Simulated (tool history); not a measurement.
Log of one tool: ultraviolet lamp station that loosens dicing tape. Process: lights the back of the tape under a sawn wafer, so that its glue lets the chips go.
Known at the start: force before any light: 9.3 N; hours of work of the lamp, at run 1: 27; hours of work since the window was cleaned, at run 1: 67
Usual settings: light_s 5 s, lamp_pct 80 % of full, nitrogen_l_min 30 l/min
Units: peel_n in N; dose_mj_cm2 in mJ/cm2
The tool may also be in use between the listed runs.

run,hour,light_s,lamp_pct,nitrogen_l_min,hours of work of the lamp,hours of work since the window was cleaned,peel_n,dose_mj_cm2
1,0,5,80,30,27,67,0.812,300
2,8.8,5,80,17,32,72,1.333,300
3,13.6,5,80,17,35,75,1.264,303
4,21.3,5,80,17,39,79,1.319,299
5,30.2,5,80,30,44,84,0.857,302
6,34.6,5,80,30,47,87,0.868,300
7,39.7,5,80,30,50,90,0.86,299
8,48.9,5,80,30,55,95,0.884,297
9,54.1,5,80,30,58,98,0.856,297
10,62.4,5,80,30,62,103,0.901,292
11,69,5,80,30,66,106,0.908,292
12,73.7,5,80,30,69,109,0.906,299
13,79.1,5,80,30,72,112,0.866,291
14,83.6,5,80,30,74,114,0.887,292
15,91.4,5,80,30,79,119,0.915,287
16,98.8,5,80,26,83,123,1.02,289
17,106,5,80,26,87,127,1.046,288
18,112.8,8,70,22,91,131,0.538,406
19,119.1,2,70,21,94,134,4.575,102
# hour 120.3: window cleaned of glue's vapour
20,124.5,2,70,21,97,2,4.746,97
21,133.6,2,70,21,102,8,4.556,99
22,138.1,7,80,54,105,10,0.28,393
23,146.7,7,80,54,110,15,0.273,389
24,154.9,2,96,59,114,19,2.537,133
25,159.8,7,79,11,117,22,1.176,383
# hour 163.5: window cleaned of glue's vapour, once more
26,169.7,7,79,11,122,4,0.956,416

Forecast run 27:
27,176.2,4,86,30,126,7,?,?

peel_n: 1.223 N
dose_mj_cm2: 260 mJ/cm2
Without the tool's hidden state the same run would have given peel_n 1.097 N, dose_mj_cm2 274 mJ/cm2.
